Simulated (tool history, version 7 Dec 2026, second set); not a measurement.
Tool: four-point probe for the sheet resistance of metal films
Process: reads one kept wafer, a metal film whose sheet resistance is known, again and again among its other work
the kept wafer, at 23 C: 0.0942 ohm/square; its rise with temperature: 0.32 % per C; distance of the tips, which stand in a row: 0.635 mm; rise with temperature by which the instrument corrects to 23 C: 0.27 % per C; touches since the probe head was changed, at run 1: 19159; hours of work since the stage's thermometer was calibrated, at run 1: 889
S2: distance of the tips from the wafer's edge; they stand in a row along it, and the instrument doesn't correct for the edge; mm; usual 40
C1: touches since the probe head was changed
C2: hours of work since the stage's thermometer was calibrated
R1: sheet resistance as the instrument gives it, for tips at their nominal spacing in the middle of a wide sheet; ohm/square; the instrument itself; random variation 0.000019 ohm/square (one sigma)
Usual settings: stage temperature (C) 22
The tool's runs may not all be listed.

{"run": 1, "hour": 0.0, "stage temperature (C)": 22, "S2": 40, "C1": 19159, "C2": 889, "R1": 0.094137}
{"run": 2, "hour": 31.2, "stage temperature (C)": 22, "S2": 40, "C1": 19912, "C2": 905, "R1": 0.094141}
{"run": 3, "hour": 62.6, "stage temperature (C)": 22, "S2": 40, "C1": 20671, "C2": 922, "R1": 0.094128}
{"run": 4, "hour": 78.0, "stage temperature (C)": 22, "S2": 40, "C1": 21043, "C2": 930, "R1": 0.094131}
{"run": 5, "hour": 100.2, "stage temperature (C)": 22, "S2": 40, "C1": 21579, "C2": 942, "R1": 0.094123}
{"run": 6, "hour": 113.6, "stage temperature (C)": 22, "S2": 40, "C1": 21903, "C2": 949, "R1": 0.094137}
{"run": 7, "hour": 146.5, "stage temperature (C)": 29, "S2": 40, "C1": 22696, "C2": 967, "R1": 0.094419}
{"run": 8, "hour": 173.3, "stage temperature (C)": 29, "S2": 40, "C1": 23344, "C2": 981, "R1": 0.09448}
{"run": 9, "hour": 196.5, "stage temperature (C)": 29, "S2": 40, "C1": 23904, "C2": 993, "R1": 0.09447}
{"run": 10, "hour": 225.7, "stage temperature (C)": 32, "S2": 40, "C1": 24609, "C2": 1009, "R1": 0.094624}
{"run": 11, "hour": 245.5, "stage temperature (C)": 32, "S2": 40, "C1": 25088, "C2": 1019, "R1": 0.094599}
{"run": 12, "hour": 270.2, "stage temperature (C)": 22, "S2": 15, "C1": 25684, "C2": 1032, "R1": 0.094236}
{"run": 13, "hour": 300.8, "stage temperature (C)": 22, "S2": 52, "C1": 26424, "C2": 1049, "R1": 0.094179}
{"run": 14, "hour": 327.3, "stage temperature (C)": 22, "S2": 43, "C1": 27064, "C2": 1063, "R1": 0.094216}
{"run": 15, "hour": 347.5, "stage temperature (C)": 22, "S2": 43, "C1": 27550, "C2": 1073, "R1": 0.094201}
{"run": 16, "hour": 369.5, "stage temperature (C)": 22, "S2": 5, "C1": 28083, "C2": 1085, "R1": 0.095001}
{"run": 17, "hour": 392.8, "stage temperature (C)": 22, "S2": 5, "C1": 28645, "C2": 1098, "R1": 0.095024}
{"run": 18, "hour": 418.0, "stage temperature (C)": 22, "S2": 3, "C1": 29254, "C2": 1111, "R1": 0.096439}
{"run": 19, "hour": 439.6, "stage temperature (C)": 23, "S2": 40, "C1": 29774, "C2": 1122, "R1": 0.094287}
{"run": 20, "hour": 456.4, "stage temperature (C)": 23, "S2": 40, "C1": 30180, "C2": 1131, "R1": 0.094277}
{"run": 21, "hour": 476.5, "stage temperature (C)": 23, "S2": 40, "C1": 30665, "C2": 1142, "R1": 0.09428}
{"run": 22, "hour": 500.3, "stage temperature (C)": 33, "S2": 3, "C1": 31240, "C2": 1155, "R1": 0.096903}
{"run": 23, "hour": 520.5, "stage temperature (C)": 26, "S2": 4, "C1": 31729, "C2": 1166, "R1": 0.095684}
{"run": 24, "hour": 548.5, "stage temperature (C)": 24, "S2": 22, "C1": 32406, "C2": 1180, "R1": 0.094324}
{"run": 25, "hour": 570.6, "stage temperature (C)": 24, "S2": 22, "C1": 32938, "C2": 1192, "R1": 0.094351}
{"hour": 572.6, "done": "stage's thermometer calibrated"}
{"run": 26, "hour": 590.9, "stage temperature (C)": 24, "S2": 22, "C1": 33417, "C2": 10, "R1": 0.094441}
{"run": 27, "hour": 616.0, "stage temperature (C)": 22, "S2": 14, "C1": 34024, "C2": 23, "R1": 0.094417}
{"run": 28, "hour": 632.6, "stage temperature (C)": 19, "S2": 3, "C1": 34424, "C2": 32, "R1": 0.0964}
{"run": 29, "hour": 655.8, "stage temperature (C)": 27, "S2": 10, "C1": 34983, "C2": 44, "R1": 0.094721}
{"run": 30, "hour": 680.3, "stage temperature (C)": 25, "S2": 8, "C1": 35575, "C2": 57, "R1": 0.094758}
{"run": 31, "hour": 710.6, "stage temperature (C)": 27, "S2": 12, "C1": 36307, "C2": 73, "R1": 0.094687}
{"hour": 728.3, "done": "stage's thermometer calibrated, once more"}
{"run": 32, "hour": 728.3, "stage temperature (C)": 27, "S2": 12, "C1": 36723, "C2": 0, "R1": 0.094548}
{"run": 33, "hour": 750.0, "stage temperature (C)": 34, "S2": 5, "C1": 37246, "C2": 12, "R1": 0.095502}
{"run": 34, "hour": 765.0, "stage temperature (C)": 34, "S2": 5, "C1": 37608, "C2": 19, "R1": 0.095477}
{"run": 35, "hour": 788.8, "stage temperature (C)": 28, "S2": 36, "C1": 38185, "C2": 32, "R1": 0.094474}
{"run": 36, "hour": 812.0, "stage temperature (C)": 31, "S2": 16, "C1": 38743, "C2": 45, "R1": 0.094661}
{"run": 37, "hour": 832.0, "stage temperature (C)": 31, "S2": 16, "C1": 39226, "C2": 55, "R1": 0.094684}
{"run": 38, "hour": 847.9, "stage temperature (C)": 27, "S2": 5, "C1": 39612, "C2": 64, "R1": 0.095284}
{"run": 39, "hour": 880.5, "stage temperature (C)": 26, "S2": 7, "C1": 40399, "C2": 81, "R1": 0.094837}
{"run": 40, "hour": 898.7, "stage temperature (C)": 26, "S2": 7, "C1": 40838, "C2": 91, "R1": 0.09484}
{"run": 41, "hour": 929.7, "stage temperature (C)": 26, "S2": 7, "C1": 41585, "C2": 107, "R1": 0.094813}
{"run": 42, "hour": 946.9, "stage temperature (C)": 22, "S2": 3, "C1": 42002, "C2": 116, "R1": 0.096434}

Hidden state at the last listed run before each entry between runs and at the first one after, where it differs:
Between runs 25 and 26: stage's thermometer calibrated (hour 572.6)
  inner tips' distance over the nominal, %: -0.03 -> -0.027; wafer's true temperature over the reading, C: 0.35 -> 0.56
  measured less the result without the state, R1: +0.000076 -> +0.00014 ohm/square
Between runs 31 and 32: stage's thermometer calibrated, once more (hour 728.3)
  inner tips' distance over the nominal, %: -0.01 -> -0.007; wafer's true temperature over the reading, C: 0.58 -> 0.12
  measured less the result without the state, R1: +0.000162 -> +0.000028 ohm/square
